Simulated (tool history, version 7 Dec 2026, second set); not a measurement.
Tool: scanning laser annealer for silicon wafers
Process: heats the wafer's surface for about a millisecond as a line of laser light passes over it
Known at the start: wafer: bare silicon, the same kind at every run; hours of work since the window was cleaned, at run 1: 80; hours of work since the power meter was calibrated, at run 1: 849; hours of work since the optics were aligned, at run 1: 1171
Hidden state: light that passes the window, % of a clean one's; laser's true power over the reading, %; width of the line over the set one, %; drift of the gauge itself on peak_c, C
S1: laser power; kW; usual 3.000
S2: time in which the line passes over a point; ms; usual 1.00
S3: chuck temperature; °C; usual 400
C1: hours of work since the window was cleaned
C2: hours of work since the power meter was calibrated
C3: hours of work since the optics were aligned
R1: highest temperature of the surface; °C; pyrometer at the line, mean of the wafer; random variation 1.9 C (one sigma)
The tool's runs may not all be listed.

{"run": 1, "day": 0.0, "S1": 3.0, "S2": 1.0, "S3": 400, "C1": 80, "C2": 849, "C3": 1171, "R1": 1152}
{"run": 2, "day": 1.242, "S1": 3.0, "S2": 1.0, "S3": 400, "C1": 99, "C2": 868, "C3": 1190, "R1": 1153}
{"run": 3, "day": 2.608, "S1": 3.0, "S2": 1.0, "S3": 400, "C1": 121, "C2": 889, "C3": 1212, "R1": 1149}
{"run": 4, "day": 3.829, "S1": 3.0, "S2": 1.0, "S3": 400, "C1": 140, "C2": 908, "C3": 1230, "R1": 1147}
{"run": 5, "day": 5.496, "S1": 3.0, "S2": 1.0, "S3": 400, "C1": 165, "C2": 934, "C3": 1256, "R1": 1146}
{"run": 6, "day": 6.7, "S1": 3.0, "S2": 1.0, "S3": 400, "C1": 184, "C2": 952, "C3": 1275, "R1": 1142}
{"run": 7, "day": 8.058, "S1": 3.0, "S2": 1.0, "S3": 400, "C1": 205, "C2": 973, "C3": 1296, "R1": 1139}
{"run": 8, "day": 8.992, "S1": 3.0, "S2": 1.0, "S3": 400, "C1": 219, "C2": 988, "C3": 1310, "R1": 1137}
{"run": 9, "day": 9.904, "S1": 3.0, "S2": 1.0, "S3": 400, "C1": 233, "C2": 1002, "C3": 1324, "R1": 1138}
{"run": 10, "day": 11.408, "S1": 3.0, "S2": 1.0, "S3": 400, "C1": 257, "C2": 1025, "C3": 1348, "R1": 1137}
{"run": 11, "day": 12.862, "S1": 3.0, "S2": 1.13, "S3": 400, "C1": 279, "C2": 1048, "C3": 1370, "R1": 1184}
{"day": 14.942, "done": "optics aligned, line set to its width"}
{"run": 12, "day": 15.0, "S1": 3.0, "S2": 1.13, "S3": 400, "C1": 309, "C2": 1078, "C3": 1, "R1": 1200}
{"run": 13, "day": 16.367, "S1": 3.0, "S2": 1.13, "S3": 400, "C1": 330, "C2": 1099, "C3": 22, "R1": 1198}
{"run": 14, "day": 17.512, "S1": 3.0, "S2": 1.13, "S3": 400, "C1": 348, "C2": 1116, "C3": 40, "R1": 1196}
{"day": 18.546, "done": "window over the wafer cleaned"}
{"run": 15, "day": 19.325, "S1": 3.0, "S2": 1.0, "S3": 400, "C1": 12, "C2": 1143, "C3": 67, "R1": 1178}
{"run": 16, "day": 20.75, "S1": 3.0, "S2": 1.0, "S3": 400, "C1": 34, "C2": 1165, "C3": 89, "R1": 1175}
{"day": 21.008, "done": "laser's power meter calibrated"}
{"run": 17, "day": 22.662, "S1": 3.0, "S2": 1.0, "S3": 400, "C1": 62, "C2": 26, "C3": 116, "R1": 1175}
{"run": 18, "day": 24.188, "S1": 3.0, "S2": 1.0, "S3": 400, "C1": 85, "C2": 49, "C3": 140, "R1": 1169}
{"run": 19, "day": 25.471, "S1": 3.0, "S2": 1.0, "S3": 400, "C1": 105, "C2": 69, "C3": 160, "R1": 1169}
{"day": 26.592, "done": "laser's power meter calibrated, once more"}
{"run": 20, "day": 26.896, "S1": 2.902, "S2": 1.0, "S3": 400, "C1": 125, "C2": 5, "C3": 180, "R1": 1131}
{"run": 21, "day": 28.058, "S1": 2.902, "S2": 1.0, "S3": 400, "C1": 143, "C2": 23, "C3": 198, "R1": 1131}
{"run": 22, "day": 29.746, "S1": 2.902, "S2": 1.0, "S3": 400, "C1": 169, "C2": 49, "C3": 224, "R1": 1125}
{"run": 23, "day": 30.838, "S1": 2.944, "S2": 1.06, "S3": 416, "C1": 186, "C2": 66, "C3": 241, "R1": 1175}
{"run": 24, "day": 31.879, "S1": 2.575, "S2": 0.83, "S3": 415, "C1": 202, "C2": 82, "C3": 257, "R1": 978}
{"run": 25, "day": 33.8, "S1": 2.575, "S2": 1.15, "S3": 425, "C1": 232, "C2": 111, "C3": 286, "R1": 1104}
{"run": 26, "day": 35.762, "S1": 2.843, "S2": 1.0, "S3": 413, "C1": 262, "C2": 142, "C3": 317, "R1": 1109}
{"run": 27, "day": 36.767, "S1": 2.843, "S2": 1.0, "S3": 413, "C1": 278, "C2": 157, "C3": 332, "R1": 1110}
{"run": 28, "day": 37.779, "S1": 2.843, "S2": 1.0, "S3": 413, "C1": 294, "C2": 173, "C3": 348, "R1": 1107}
{"run": 29, "day": 39.804, "S1": 2.739, "S2": 1.0, "S3": 391, "C1": 325, "C2": 204, "C3": 379, "R1": 1053}
{"run": 30, "day": 41.421, "S1": 2.739, "S2": 1.0, "S3": 391, "C1": 350, "C2": 229, "C3": 404, "R1": 1051}
{"day": 42.338, "done": "window over the wafer cleaned"}
{"run": 31, "day": 42.658, "S1": 2.739, "S2": 1.0, "S3": 391, "C1": 5, "C2": 247, "C3": 422, "R1": 1084}
{"run": 32, "day": 44.392, "S1": 2.556, "S2": 0.95, "S3": 407, "C1": 32, "C2": 274, "C3": 449, "R1": 1025}
{"run": 33, "day": 46.154, "S1": 2.556, "S2": 0.95, "S3": 407, "C1": 59, "C2": 301, "C3": 476, "R1": 1022}
{"run": 34, "day": 47.542, "S1": 2.556, "S2": 0.95, "S3": 407, "C1": 80, "C2": 323, "C3": 498, "R1": 1021}
{"run": 35, "day": 49.242, "S1": 2.556, "S2": 0.95, "S3": 407, "C1": 107, "C2": 349, "C3": 524, "R1": 1017}
{"run": 36, "day": 50.821, "S1": 2.88, "S2": 1.14, "S3": 409, "C1": 131, "C2": 373, "C3": 548, "R1": 1188}
{"run": 37, "day": 52.067, "S1": 2.583, "S2": 1.07, "S3": 399, "C1": 150, "C2": 393, "C3": 568, "R1": 1056}
{"run": 38, "day": 53.321, "S1": 2.934, "S2": 1.07, "S3": 400, "C1": 170, "C2": 412, "C3": 587, "R1": 1161}
{"run": 39, "day": 55.321, "S1": 3.153, "S2": 0.92, "S3": 435, "C1": 201, "C2": 443, "C3": 618, "R1": 1190}
{"run": 40, "day": 56.412, "S1": 3.262, "S2": 0.83, "S3": 363, "C1": 218, "C2": 460, "C3": 635, "R1": 1099}
{"run": 41, "day": 57.596, "S1": 3.262, "S2": 0.83, "S3": 363, "C1": 236, "C2": 478, "C3": 653, "R1": 1101}
{"run": 42, "day": 59.333, "S1": 2.555, "S2": 1.12, "S3": 395, "C1": 263, "C2": 505, "C3": 680, "R1": 1052}

3 ways to go on from here, each from the tool as it stands after run 42. What would each give?
{"run": "A", "day": 60.167, "S1": 2.555, "S2": 0.84, "S3": 433, "C1": 276, "C2": 518, "C3": 693, "R1": "?"}
{"run": "B", "day": 60.167, "S1": 3.0, "S2": 1.13, "S3": 378, "C1": 276, "C2": 518, "C3": 693, "R1": "?"}
{"run": "C", "day": 60.167, "S1": 2.555, "S2": 0.85, "S3": 399, "C1": 276, "C2": 518, "C3": 693, "R1": "?"}

run=A R1=986
run=B R1=1170
run=C R1=958
Without the tool's hidden state the same runs would have given:
run=A R1=1016
run=B R1=1213
run=C R1=989
